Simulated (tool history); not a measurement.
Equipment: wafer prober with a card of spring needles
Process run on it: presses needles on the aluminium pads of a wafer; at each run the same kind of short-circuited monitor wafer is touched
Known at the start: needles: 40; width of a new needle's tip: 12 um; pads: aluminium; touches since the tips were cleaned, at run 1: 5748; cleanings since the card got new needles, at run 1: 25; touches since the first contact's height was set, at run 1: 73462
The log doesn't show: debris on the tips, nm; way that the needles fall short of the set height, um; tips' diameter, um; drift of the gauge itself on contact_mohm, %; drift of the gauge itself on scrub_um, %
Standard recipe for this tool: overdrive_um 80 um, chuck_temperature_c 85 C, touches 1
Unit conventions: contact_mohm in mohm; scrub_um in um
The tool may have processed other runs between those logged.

run	hour	overdrive_um	chuck_temperature_c	touches	touches since the tips were cleaned	cleanings since the card got new needles	touches since the first contact's height was set	contact_mohm	scrub_um
1	0.0	80	85	1	5748	25	73462	245	15.31
# hour 1.5: tips cleaned on abrasive film
2	13.7	80	85	1	4837	26	78842	246	15.32
# hour 17.8: tips cleaned on abrasive film
3	25.1	80	85	1	2913	27	83335	239	15.27
# hour 33.5: tips cleaned on abrasive film
4	33.5	80	85	1	0	28	86620	223	15.28
5	43.5	80	55	1	3960	28	90580	234	15.30
# hour 50.0: tips cleaned on abrasive film
6	50.9	80	55	1	337	29	93473	218	15.29
# hour 59.5: height of the first contact set anew
7	62.6	80	55	1	4873	29	1251	237	15.45
# hour 66.7: tips cleaned on abrasive film
8	75.0	80	85	1	3292	30	6104	237	15.40
# hour 83.1: tips cleaned on abrasive film
9	87.6	80	85	1	1799	31	11059	233	15.39
# hour 98.9: tips cleaned on abrasive film
10	101.1	97	85	1	872	32	16384	225	18.64
# hour 114.7: tips cleaned on abrasive film
11	117.0	97	85	1	940	33	22646	224	18.66
# hour 130.5: tips cleaned on abrasive film
12	132.0	80	58	1	617	34	28546	218	15.41
13	144.5	80	58	1	5557	34	33486	239	15.38
# hour 147.0: tips cleaned on abrasive film
14	162.1	80	85	1	5992	35	40430	246	15.35
# hour 162.9: tips cleaned on abrasive film
15	170.0	80	85	1	2791	36	43504	238	15.35
# hour 178.9: tips cleaned on abrasive film
16	181.4	80	85	1	998	37	48011	230	15.30
17	190.2	80	85	1	4466	37	51479	244	15.33
# hour 194.8: tips cleaned on abrasive film
18	203.6	92	83	1	3460	38	56743	240	17.61
# hour 210.7: tips cleaned on abrasive film
19	212.0	62	93	2	518	39	60060	227	11.83
# hour 226.5: tips cleaned on abrasive film
20	228.9	84	71	2	954	40	66701	219	16.10
21	240.8	86	71	2	5676	40	71423	234	16.43
# hour 243.3: tips cleaned on abrasive film
22	251.0	95	51	2	3056	41	75415	218	18.17
# hour 259.2: tips cleaned on abrasive film
23	267.1	95	51	2	3139	42	81761	222	18.14
# hour 274.8: tips cleaned on abrasive film
24	281.2	95	51	2	2516	43	87297	219	18.15
# hour 290.6: tips cleaned on abrasive film
25	299.0	72	34	2	3339	44	94314	221	13.69
# hour 305.8: height of the first contact set anew
# hour 307.1: tips cleaned on abrasive film
26	314.6	72	34	1	2983	45	3447	228	13.88
# hour 323.5: tips cleaned on abrasive film
27	331.9	77	34	1	3342	46	10288	227	14.84
# hour 339.8: tips cleaned on abrasive film
28	347.0	77	71	1	2832	47	16196	240	14.79
# hour 355.5: tips cleaned on abrasive film
29	364.2	77	71	1	3429	48	22982	234	14.80
# hour 371.6: tips cleaned on abrasive film
30	377.3	77	71	1	2263	49	28136	233	14.78
# hour 387.4: tips cleaned on abrasive film
31	395.0	80	85	2	2979	50	35103	234	15.37
# hour 403.4: tips cleaned on abrasive film
32	411.0	80	39	1	3022	51	41428	222	15.31
# hour 419.8: tips cleaned on abrasive film
33	426.9	80	39	3	2831	52	47692	218	15.31
# hour 436.1: tips cleaned on abrasive film
34	440.2	80	39	3	1597	53	52894	215	15.30

Describe how what the log doesn't record of the tool's condition differs between the last listed run preceding each entry between runs and the first listed run following it.
In the gap between runs 1 and 2: tips cleaned on abrasive film (hour 1.5)
  debris on the tips, nm: 113 -> 100.9; way that the needles fall short of the set height, um: 0.57 -> 0.63; tips' diameter, um: 12.53 -> 12.55
  difference, measured minus the result without the unlogged condition, contact_mohm: +25 -> +23 mohm; scrub_um: -0.11 -> -0.12 um
In the gap between runs 2 and 3: tips cleaned on abrasive film (hour 17.8)
  debris on the tips, nm: 100.9 -> 78.2; way that the needles fall short of the set height, um: 0.63 -> 0.69; tips' diameter, um: 12.55 -> 12.57
  difference, measured minus the result without the unlogged condition, contact_mohm: +23 -> +18 mohm; scrub_um: -0.12 -> -0.13 um
In the gap between runs 3 and 4: tips cleaned on abrasive film (hour 33.5)
  debris on the tips, nm: 78.2 -> 6.5; way that the needles fall short of the set height, um: 0.69 -> 0.75; tips' diameter, um: 12.57 -> 12.59
  difference, measured minus the result without the unlogged condition, contact_mohm: +18 -> +1 mohm; scrub_um: -0.13 -> -0.14 um
In the gap between runs 5 and 6: tips cleaned on abrasive film (hour 50.0)
  debris on the tips, nm: 93.4 -> 16.7; way that the needles fall short of the set height, um: 0.75 -> 0.8; tips' diameter, um: 12.59 -> 12.6
  difference, measured minus the result without the unlogged condition, contact_mohm: +20 -> +3 mohm; scrub_um: -0.14 -> -0.15 um
In the gap between runs 6 and 7: height of the first contact set anew (hour 59.5)
  debris on the tips, nm: 16.7 -> 103.3; way that the needles fall short of the set height, um: 0.8 -> 0
  difference, measured minus the result without the unlogged condition, contact_mohm: +3 -> +23 mohm; scrub_um: -0.15 -> +0.00 um
In the gap between runs 7 and 8: tips cleaned on abrasive film (hour 66.7)
  debris on the tips, nm: 103.3 -> 82.7; way that the needles fall short of the set height, um: 0 -> 0.07; tips' diameter, um: 12.6 -> 12.63
  difference, measured minus the result without the unlogged condition, contact_mohm: +23 -> +18 mohm; scrub_um: +0.00 -> -0.01 um
In the gap between runs 8 and 9: tips cleaned on abrasive film (hour 83.1)
  debris on the tips, nm: 82.7 -> 53.5; way that the needles fall short of the set height, um: 0.07 -> 0.13; tips' diameter, um: 12.63 -> 12.65
  difference, measured minus the result without the unlogged condition, contact_mohm: +18 -> +12 mohm; scrub_um: -0.01 -> -0.02 um
In the gap between runs 9 and 10: tips cleaned on abrasive film (hour 98.9)
  debris on the tips, nm: 53.5 -> 31.8; way that the needles fall short of the set height, um: 0.13 -> 0.18; tips' diameter, um: 12.65 -> 12.67
  difference, measured minus the result without the unlogged condition, contact_mohm: +12 -> +6 mohm; scrub_um: -0.02 -> -0.04 um
In the gap between runs 10 and 11: tips cleaned on abrasive film (hour 114.7)
  debris on the tips, nm: 31.8 -> 38.8; way that the needles fall short of the set height, um: 0.18 -> 0.24; tips' diameter, um: 12.67 -> 12.69
  difference, measured minus the result without the unlogged condition, contact_mohm: +6 -> +8 mohm; scrub_um: -0.04 -> -0.05 um
In the gap between runs 11 and 12: tips cleaned on abrasive film (hour 130.5)
  debris on the tips, nm: 38.8 -> 29.7; way that the needles fall short of the set height, um: 0.24 -> 0.28; tips' diameter, um: 12.69 -> 12.7
  difference, measured minus the result without the unlogged condition, contact_mohm: +8 -> +7 mohm; scrub_um: -0.05 -> -0.06 um
In the gap between runs 13 and 14: tips cleaned on abrasive film (hour 147.0)
  debris on the tips, nm: 111.2 -> 116.3; way that the needles fall short of the set height, um: 0.28 -> 0.34; tips' diameter, um: 12.7 -> 12.72
  difference, measured minus the result without the unlogged condition, contact_mohm: +24 -> +25 mohm; scrub_um: -0.05 -> -0.07 um
In the gap between runs 14 and 15: tips cleaned on abrasive film (hour 162.9)
  debris on the tips, nm: 116.3 -> 73.6; way that the needles fall short of the set height, um: 0.34 -> 0.39; tips' diameter, um: 12.72 -> 12.74
  difference, measured minus the result without the unlogged condition, contact_mohm: +25 -> +16 mohm; scrub_um: -0.07 -> -0.08 um
In the gap between runs 15 and 16: tips cleaned on abrasive film (hour 178.9)
  debris on the tips, nm: 73.6 -> 35.5; way that the needles fall short of the set height, um: 0.39 -> 0.44; tips' diameter, um: 12.74 -> 12.76
  difference, measured minus the result without the unlogged condition, contact_mohm: +16 -> +7 mohm; scrub_um: -0.08 -> -0.08 um
In the gap between runs 17 and 18: tips cleaned on abrasive film (hour 194.8)
  debris on the tips, nm: 99.6 -> 86.4; way that the needles fall short of the set height, um: 0.44 -> 0.5; tips' diameter, um: 12.76 -> 12.78
  difference, measured minus the result without the unlogged condition, contact_mohm: +22 -> +18 mohm; scrub_um: -0.09 -> -0.09 um
In the gap between runs 18 and 19: tips cleaned on abrasive film (hour 210.7)
  debris on the tips, nm: 86.4 -> 20.9; way that the needles fall short of the set height, um: 0.5 -> 0.57; tips' diameter, um: 12.78 -> 12.8
  difference, measured minus the result without the unlogged condition, contact_mohm: +18 -> +3 mohm; scrub_um: -0.09 -> -0.11 um
In the gap between runs 19 and 20: tips cleaned on abrasive film (hour 226.5)
  debris on the tips, nm: 20.9 -> 32.5; way that the needles fall short of the set height, um: 0.57 -> 0.64; tips' diameter, um: 12.8 -> 12.83
  difference, measured minus the result without the unlogged condition, contact_mohm: +3 -> +3 mohm; scrub_um: -0.11 -> -0.12 um
In the gap between runs 21 and 22: tips cleaned on abrasive film (hour 243.3)
  debris on the tips, nm: 114 -> 80.5; way that the needles fall short of the set height, um: 0.64 -> 0.71; tips' diameter, um: 12.83 -> 12.85
  difference, measured minus the result without the unlogged condition, contact_mohm: +14 -> +9 mohm; scrub_um: -0.12 -> -0.14 um
In the gap between runs 22 and 23: tips cleaned on abrasive film (hour 259.2)
  debris on the tips, nm: 80.5 -> 85.4; way that the needles fall short of the set height, um: 0.71 -> 0.79; tips' diameter, um: 12.85 -> 12.88
  difference, measured minus the result without the unlogged condition, contact_mohm: +9 -> +10 mohm; scrub_um: -0.14 -> -0.15 um
In the gap between runs 23 and 24: tips cleaned on abrasive film (hour 274.8)
  debris on the tips, nm: 85.4 -> 69.5; way that the needles fall short of the set height, um: 0.79 -> 0.83; tips' diameter, um: 12.88 -> 12.9
  difference, measured minus the result without the unlogged condition, contact_mohm: +10 -> +8 mohm; scrub_um: -0.15 -> -0.16 um
In the gap between runs 24 and 25: tips cleaned on abrasive film (hour 290.6)
  debris on the tips, nm: 69.5 -> 83.8; way that the needles fall short of the set height, um: 0.83 -> 0.9; tips' diameter, um: 12.9 -> 12.92
  difference, measured minus the result without the unlogged condition, contact_mohm: +8 -> +11 mohm; scrub_um: -0.16 -> -0.18 um
In the gap between runs 25 and 26: height of the first contact set anew (hour 305.8); tips cleaned on abrasive film (hour 307.1)
  debris on the tips, nm: 83.8 -> 76.8; way that the needles fall short of the set height, um: 0.9 -> 0.05; tips' diameter, um: 12.92 -> 12.94
  difference, measured minus the result without the unlogged condition, contact_mohm: +11 -> +18 mohm; scrub_um: -0.18 -> -0.01 um
In the gap between runs 26 and 27: tips cleaned on abrasive film (hour 323.5)
  debris on the tips, nm: 76.8 -> 87.9; way that the needles fall short of the set height, um: 0.05 -> 0.13; tips' diameter, um: 12.94 -> 12.96
  difference, measured minus the result without the unlogged condition, contact_mohm: +18 -> +19 mohm; scrub_um: -0.01 -> -0.02 um
In the gap between runs 27 and 28: tips cleaned on abrasive film (hour 339.8)
  debris on the tips, nm: 87.9 -> 74.4; way that the needles fall short of the set height, um: 0.13 -> 0.2; tips' diameter, um: 12.96 -> 12.99
  difference, measured minus the result without the unlogged condition, contact_mohm: +19 -> +17 mohm; scrub_um: -0.02 -> -0.04 um
In the gap between runs 28 and 29: tips cleaned on abrasive film (hour 355.5)
  debris on the tips, nm: 74.4 -> 83.7; way that the needles fall short of the set height, um: 0.2 -> 0.27; tips' diameter, um: 12.99 -> 13.01
  difference, measured minus the result without the unlogged condition, contact_mohm: +17 -> +18 mohm; scrub_um: -0.04 -> -0.05 um
In the gap between runs 29 and 30: tips cleaned on abrasive film (hour 371.6)
  debris on the tips, nm: 83.7 -> 62.9; way that the needles fall short of the set height, um: 0.27 -> 0.33; tips' diameter, um: 13.01 -> 13.04
  difference, measured minus the result without the unlogged condition, contact_mohm: +18 -> +13 mohm; scrub_um: -0.05 -> -0.06 um
In the gap between runs 30 and 31: tips cleaned on abrasive film (hour 387.4)
  debris on the tips, nm: 62.9 -> 72.8; way that the needles fall short of the set height, um: 0.33 -> 0.4; tips' diameter, um: 13.04 -> 13.06
  difference, measured minus the result without the unlogged condition, contact_mohm: +13 -> +9 mohm; scrub_um: -0.06 -> -0.08 um
In the gap between runs 31 and 32: tips cleaned on abrasive film (hour 403.4)
  debris on the tips, nm: 72.8 -> 77; way that the needles fall short of the set height, um: 0.4 -> 0.48; tips' diameter, um: 13.06 -> 13.09
  difference, measured minus the result without the unlogged condition, contact_mohm: +9 -> +16 mohm; scrub_um: -0.08 -> -0.09 um
In the gap between runs 32 and 33: tips cleaned on abrasive film (hour 419.8)
  debris on the tips, nm: 77 -> 74.6; way that the needles fall short of the set height, um: 0.48 -> 0.52; tips' diameter, um: 13.09 -> 13.1
  difference, measured minus the result without the unlogged condition, contact_mohm: +16 -> +5 mohm; scrub_um: -0.09 -> -0.10 um
In the gap between runs 33 and 34: tips cleaned on abrasive film (hour 436.1)
  debris on the tips, nm: 74.6 -> 50.5; way that the needles fall short of the set height, um: 0.52 -> 0.56; tips' diameter, um: 13.1 -> 13.12
  difference, measured minus the result without the unlogged condition, contact_mohm: +5 -> +4 mohm; scrub_um: -0.10 -> -0.11 um
